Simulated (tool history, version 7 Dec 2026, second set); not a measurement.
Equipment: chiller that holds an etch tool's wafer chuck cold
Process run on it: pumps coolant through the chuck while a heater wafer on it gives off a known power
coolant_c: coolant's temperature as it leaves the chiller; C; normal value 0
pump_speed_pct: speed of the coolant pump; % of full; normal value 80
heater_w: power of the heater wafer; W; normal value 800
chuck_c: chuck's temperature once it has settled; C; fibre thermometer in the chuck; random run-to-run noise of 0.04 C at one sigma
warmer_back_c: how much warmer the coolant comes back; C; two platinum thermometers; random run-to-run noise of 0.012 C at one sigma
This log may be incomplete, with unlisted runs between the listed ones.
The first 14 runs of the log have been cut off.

run 15 hour=2215.3 | coolant_c=0 pump_speed_pct=80 heater_w=438 | chuck_c=1.83 warmer_back_c=1.38
run 16 hour=2435.5 | coolant_c=0 pump_speed_pct=90 heater_w=800 | chuck_c=3.91 warmer_back_c=2.26
-- hour=2468.8 chiller's thermometer calibrated, once more
run 17 hour=2610.7 | coolant_c=0 pump_speed_pct=61 heater_w=493 | chuck_c=4.07 warmer_back_c=2.02
run 18 hour=2756.5 | coolant_c=3 pump_speed_pct=66 heater_w=699 | chuck_c=8.43 warmer_back_c=2.67
run 19 hour=2989.1 | coolant_c=3 pump_speed_pct=66 heater_w=699 | chuck_c=8.45 warmer_back_c=2.67
run 20 hour=3142.0 | coolant_c=3 pump_speed_pct=76 heater_w=821 | chuck_c=8.69 warmer_back_c=2.74
run 21 hour=3257.7 | coolant_c=6 pump_speed_pct=80 heater_w=800 | chuck_c=11.49 warmer_back_c=2.55
run 22 hour=3446.8 | coolant_c=6 pump_speed_pct=80 heater_w=800 | chuck_c=11.39 warmer_back_c=2.55
run 23 hour=3594.5 | coolant_c=6 pump_speed_pct=80 heater_w=800 | chuck_c=11.36 warmer_back_c=2.55
run 24 hour=3731.0 | coolant_c=6 pump_speed_pct=67 heater_w=441 | chuck_c=9.27 warmer_back_c=1.69
run 25 hour=3929.6 | coolant_c=6 pump_speed_pct=67 heater_w=772 | chuck_c=11.98 warmer_back_c=2.96
run 26 hour=4159.2 | coolant_c=-3 pump_speed_pct=67 heater_w=787 | chuck_c=3.02 warmer_back_c=3.00
run 27 hour=4328.2 | coolant_c=-3 pump_speed_pct=67 heater_w=787 | chuck_c=3.01 warmer_back_c=2.99
run 28 hour=4440.9 | coolant_c=5 pump_speed_pct=80 heater_w=936 | chuck_c=11.36 warmer_back_c=3.00
run 29 hour=4562.1 | coolant_c=0 pump_speed_pct=80 heater_w=800 | chuck_c=5.41 warmer_back_c=2.57
run 30 hour=4723.4 | coolant_c=0 pump_speed_pct=66 heater_w=492 | chuck_c=3.62 warmer_back_c=1.93
run 31 hour=4856.7 | coolant_c=0 pump_speed_pct=80 heater_w=459 | chuck_c=2.88 warmer_back_c=1.45
run 32 hour=4982.4 | coolant_c=2 pump_speed_pct=77 heater_w=1172 | chuck_c=10.37 warmer_back_c=3.94

What if the next run were any one of these 3? Each begins from the tool's condition after run 32:
run A hour=5202.0 | coolant_c=0 pump_speed_pct=80 heater_w=1096 | chuck_c=? warmer_back_c=?
run B hour=5202.0 | coolant_c=3 pump_speed_pct=80 heater_w=800 | chuck_c=? warmer_back_c=?
run C hour=5202.0 | coolant_c=0 pump_speed_pct=93 heater_w=800 | chuck_c=? warmer_back_c=?

run=A chuck_c=7.61 warmer_back_c=3.57
run=B chuck_c=8.40 warmer_back_c=2.60
run=C chuck_c=4.76 warmer_back_c=2.23
What these runs would have given with no unlogged condition in the tool:
run=A chuck_c=6.97 warmer_back_c=3.40
run=B chuck_c=8.09 warmer_back_c=2.48
run=C chuck_c=4.54 warmer_back_c=2.12
